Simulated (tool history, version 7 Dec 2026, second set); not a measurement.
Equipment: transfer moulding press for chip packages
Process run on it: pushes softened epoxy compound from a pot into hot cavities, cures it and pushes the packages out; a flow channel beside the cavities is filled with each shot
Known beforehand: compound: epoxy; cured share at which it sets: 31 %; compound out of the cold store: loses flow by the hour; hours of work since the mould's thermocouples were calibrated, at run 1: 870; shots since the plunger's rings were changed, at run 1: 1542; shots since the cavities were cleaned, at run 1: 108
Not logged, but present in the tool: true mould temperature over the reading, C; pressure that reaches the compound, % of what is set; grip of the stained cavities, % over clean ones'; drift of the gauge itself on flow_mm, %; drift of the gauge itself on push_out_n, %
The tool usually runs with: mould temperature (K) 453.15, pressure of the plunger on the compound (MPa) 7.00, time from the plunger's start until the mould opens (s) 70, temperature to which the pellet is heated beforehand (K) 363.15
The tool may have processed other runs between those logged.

run	day	mould temperature (K)	pressure of the plunger on the compound (MPa)	time from the plunger's start until the mould opens (s)	temperature to which the pellet is heated beforehand (K)	hours of work since the mould's thermocouples were calibrated	shots since the plunger's rings were changed	shots since the cavities were cleaned	incoming compound's hours out of the cold store	length that the compound runs in the flow channel (mm)	greatest force on the pins that push the packages out (N)
1	0.000	453.15	7.00	70	363.15	870	1542	108	30.4	937	834
# day 1.833: cavities cleaned with cleaning compound and waxed
2	2.221	453.15	7.00	70	363.15	897	2221	123	34.1	909	890
# day 2.500: mould's thermocouples calibrated
3	3.671	447.15	7.00	70	363.15	15	2651	553	34.2	928	1645
# day 4.058: cavities cleaned with cleaning compound and waxed
4	5.346	447.15	7.00	70	363.15	36	3158	405	26.0	963	1466
# day 6.238: cavities cleaned with cleaning compound and waxed
5	6.388	453.15	7.00	63	363.15	48	3466	47	14.1	994	1008
6	8.208	453.15	6.04	70	363.15	71	4040	621	33.4	835	1143
# day 8.421: cavities cleaned with cleaning compound and waxed
7	9.746	453.15	7.00	78	363.15	90	4503	417	47.1	847	745
# day 10.554: cavities cleaned with cleaning compound and waxed
8	11.817	453.15	7.00	78	363.15	116	5136	397	39.7	861	799
# day 12.654: cavities cleaned with cleaning compound and waxed
9	13.158	453.15	7.00	78	363.15	132	5538	158	26.7	914	678
10	14.508	453.15	7.00	78	363.15	149	5963	583	39.5	859	875
# day 14.821: cavities cleaned with cleaning compound and waxed
11	16.538	453.15	7.00	78	363.15	175	6581	540	32.8	890	849
# day 17.021: cavities cleaned with cleaning compound and waxed
12	17.579	453.15	6.24	70	363.15	187	6890	176	20.2	876	930
# day 17.950: plunger's sealing rings changed
13	18.975	453.15	6.24	70	363.15	204	322	582	47.4	820	1102
# day 19.279: cavities cleaned with cleaning compound and waxed
14	19.962	453.15	6.24	70	363.15	215	613	215	13.4	959	946

For run 15, what comes out?
15	21.283	453.15	6.24	70	371.15	232	1030	632	37.6	?	?

{"run 15": {"length that the compound runs in the flow channel (mm)": 853, "greatest force on the pins that push the packages out (N)": 1136}}
Take away the tool's hidden state, keep the run-to-run variation as it was, and the same run would have given length that the compound runs in the flow channel (mm) 862, greatest force on the pins that push the packages out (N) 652.

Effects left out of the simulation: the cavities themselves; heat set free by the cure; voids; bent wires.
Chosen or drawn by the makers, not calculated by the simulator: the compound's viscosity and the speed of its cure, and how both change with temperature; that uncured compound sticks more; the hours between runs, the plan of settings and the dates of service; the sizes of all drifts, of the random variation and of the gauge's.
